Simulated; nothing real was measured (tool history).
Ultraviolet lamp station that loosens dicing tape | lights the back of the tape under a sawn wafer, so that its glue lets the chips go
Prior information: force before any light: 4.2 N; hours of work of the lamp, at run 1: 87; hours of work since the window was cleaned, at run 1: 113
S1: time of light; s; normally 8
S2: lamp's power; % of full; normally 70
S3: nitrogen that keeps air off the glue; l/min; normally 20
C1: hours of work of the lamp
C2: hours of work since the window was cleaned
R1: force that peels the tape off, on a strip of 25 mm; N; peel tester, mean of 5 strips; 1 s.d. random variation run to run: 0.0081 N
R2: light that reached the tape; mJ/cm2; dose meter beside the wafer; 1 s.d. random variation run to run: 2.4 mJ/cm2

run 1 hour=0 | S1=8 S2=70 S3=20 | C1=87 C2=113 | R1=0.349 R2=227
run 2 hour=31.5 | S1=8 S2=70 S3=20 | C1=105 C2=132 | R1=0.366 R2=221
run 3 hour=63.8 | S1=8 S2=70 S3=20 | C1=124 C2=151 | R1=0.37 R2=218
run 4 hour=80 | S1=8 S2=70 S3=20 | C1=134 C2=160 | R1=0.372 R2=218
run 5 hour=95.2 | S1=8 S2=70 S3=20 | C1=143 C2=169 | R1=0.372 R2=216
run 6 hour=109 | S1=8 S2=70 S3=20 | C1=151 C2=177 | R1=0.386 R2=213
run 7 hour=122.9 | S1=13 S2=70 S3=20 | C1=159 C2=185 | R1=0.272 R2=342
run 8 hour=140.4 | S1=13 S2=70 S3=20 | C1=169 C2=196 | R1=0.258 R2=337
run 9 hour=173.9 | S1=8 S2=65 S3=20 | C1=189 C2=215 | R1=0.44 R2=193
run 10 hour=195.9 | S1=8 S2=65 S3=20 | C1=202 C2=228 | R1=0.447 R2=189
run 11 hour=209.5 | S1=8 S2=65 S3=20 | C1=210 C2=236 | R1=0.464 R2=191
run 12 hour=228.7 | S1=8 S2=79 S3=20 | C1=221 C2=247 | R1=0.35 R2=226
run 13 hour=252.4 | S1=8 S2=70 S3=20 | C1=235 C2=261 | R1=0.424 R2=199
-- hour=263.2 window cleaned of glue's vapour
run 14 hour=272.1 | S1=8 S2=70 S3=20 | C1=246 C2=5 | R1=0.347 R2=229
run 15 hour=286.2 | S1=8 S2=70 S3=20 | C1=254 C2=14 | R1=0.345 R2=228
run 16 hour=310.9 | S1=8 S2=70 S3=20 | C1=269 C2=28 | R1=0.346 R2=223
run 17 hour=339.1 | S1=8 S2=70 S3=20 | C1=285 C2=45 | R1=0.355 R2=222
run 18 hour=357.2 | S1=8 S2=62 S3=20 | C1=296 C2=55 | R1=0.426 R2=192
run 19 hour=385.3 | S1=8 S2=62 S3=20 | C1=312 C2=72 | R1=0.429 R2=196
run 20 hour=402.5 | S1=8 S2=62 S3=20 | C1=323 C2=82 | R1=0.443 R2=191
run 21 hour=423.8 | S1=7 S2=62 S3=20 | C1=335 C2=94 | R1=0.517 R2=167
run 22 hour=441.5 | S1=7 S2=62 S3=20 | C1=345 C2=105 | R1=0.531 R2=168
run 23 hour=463.2 | S1=7 S2=62 S3=20 | C1=358 C2=117 | R1=0.534 R2=163
run 24 hour=496.1 | S1=9 S2=78 S3=7 | C1=377 C2=137 | R1=0.412 R2=257
run 25 hour=521 | S1=8 S2=85 S3=8 | C1=392 C2=151 | R1=0.403 R2=250
run 26 hour=535.3 | S1=8 S2=82 S3=8 | C1=400 C2=160 | R1=0.441 R2=239
run 27 hour=566.6 | S1=7 S2=82 S3=8 | C1=419 C2=178 | R1=0.536 R2=204
run 28 hour=591 | S1=7 S2=82 S3=8 | C1=433 C2=192 | R1=0.563 R2=202
run 29 hour=608.9 | S1=7 S2=82 S3=8 | C1=444 C2=203 | R1=0.534 R2=201
run 30 hour=630.1 | S1=8 S2=62 S3=23 | C1=456 C2=215 | R1=0.495 R2=173
run 31 hour=660 | S1=15 S2=76 S3=11 | C1=474 C2=233 | R1=0.268 R2=387
run 32 hour=681.2 | S1=8 S2=91 S3=20 | C1=486 C2=245 | R1=0.328 R2=246
run 33 hour=700.5 | S1=8 S2=91 S3=20 | C1=497 C2=257 | R1=0.34 R2=241
-- hour=717.9 window cleaned of glue's vapour
run 34 hour=720.1 | S1=6 S2=91 S3=19 | C1=509 C2=1 | R1=0.387 R2=207
run 35 hour=744.9 | S1=6 S2=91 S3=19 | C1=523 C2=16 | R1=0.403 R2=202
run 36 hour=769.8 | S1=6 S2=91 S3=19 | C1=538 C2=30 | R1=0.41 R2=200
run 37 hour=803.4 | S1=6 S2=91 S3=19 | C1=558 C2=50 | R1=0.426 R2=199
run 38 hour=820.4 | S1=6 S2=91 S3=7 | C1=567 C2=60 | R1=0.601 R2=197
run 39 hour=843.8 | S1=6 S2=91 S3=7 | C1=581 C2=74 | R1=0.595 R2=198
run 40 hour=875.7 | S1=14 S2=73 S3=25 | C1=600 C2=93 | R1=0.264 R2=362
run 41 hour=902.3 | S1=14 S2=81 S3=20 | C1=616 C2=108 | R1=0.256 R2=390

For each entry between runs, how does the tool's hidden state at the last listed run before it compare with that at the first listed run after it?
Between runs 13 and 14: window cleaned of glue's vapour (hour 263.2)
  lamp's light, % of a new lamp's: 92.2 -> 91.9; light that the window lets through, % of a clean one's: 85.5 -> 99.8
  the result without the hidden state subtracted from the measured one, R1: +0.097 -> +0.028 N; R2: -52 -> -21 mJ/cm2
Between runs 33 and 34: window cleaned of glue's vapour (hour 717.9)
  lamp's light, % of a new lamp's: 85.1 -> 84.8; light that the window lets through, % of a clean one's: 87 -> 99.9
  the result without the hidden state subtracted from the measured one, R1: +0.064 -> +0.066 N; R2: -85 -> -38 mJ/cm2
